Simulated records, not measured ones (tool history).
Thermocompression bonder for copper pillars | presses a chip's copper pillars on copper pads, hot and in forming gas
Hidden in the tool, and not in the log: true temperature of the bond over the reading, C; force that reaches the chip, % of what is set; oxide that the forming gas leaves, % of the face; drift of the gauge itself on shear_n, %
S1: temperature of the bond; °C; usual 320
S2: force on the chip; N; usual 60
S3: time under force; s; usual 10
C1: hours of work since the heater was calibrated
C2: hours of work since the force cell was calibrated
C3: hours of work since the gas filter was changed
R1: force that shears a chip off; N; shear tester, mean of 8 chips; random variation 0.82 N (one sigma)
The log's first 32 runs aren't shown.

Run 33, day 29.933: usual settings but S1 324 °C, S2 37 N, S3 5 s; C1 1222; C2 191; C3 159. Result: R1 27.8 N.
Run 34, day 31.125: usual settings but S2 77 N, S3 23 s; C1 1242; C2 211; C3 179. Result: R1 81.6 N.
At day 31.525: forming gas filter changed.
Run 35, day 31.771: usual settings but S1 313 °C, S2 65 N, S3 14 s; C1 1252; C2 222; C3 4. Result: R1 63.3 N.
Run 36, day 32.854: usual settings but S1 312 °C, S2 86 N; C1 1270; C2 240; C3 22. Result: R1 67.1 N.
Run 37, day 33.717: usual settings but S2 38 N; C1 1285; C2 254; C3 36. Result: R1 39.9 N.
Run 38, day 34.483: usual settings but S2 38 N; C1 1297; C2 267; C3 49. Result: R1 38.5 N.
Run 39, day 35.262: usual settings but S2 38 N; C1 1310; C2 280; C3 62. Result: R1 38.6 N.
Run 40, day 36.612: usual settings but S2 38 N; C1 1333; C2 302; C3 85. Result: R1 38.4 N.

4 ways to go on from here, each from the tool as it stands after run 40. What would each give?
Run A, day 37.625: usual settings but S2 36 N, S3 7 s; C1 1349; C2 319; C3 101. Result: R1 ?.
Run B, day 37.625: usual settings but S1 342 °C, S2 44 N, S3 6 s; C1 1349; C2 319; C3 101. Result: R1 ?.
Run C, day 37.625: usual settings but S1 349 °C, S2 52 N; C1 1349; C2 319; C3 101. Result: R1 ?.
Run D, day 37.625: usual settings but S2 48 N; C1 1349; C2 319; C3 101. Result: R1 ?.

run    R1
  A    30
  B  45.3
  C  65.4
  D  44.3
Without the tool's hidden state the same runs would have given:
run    R1
  A  37.5
  B  55.4
  C  78.9
  D  54.9

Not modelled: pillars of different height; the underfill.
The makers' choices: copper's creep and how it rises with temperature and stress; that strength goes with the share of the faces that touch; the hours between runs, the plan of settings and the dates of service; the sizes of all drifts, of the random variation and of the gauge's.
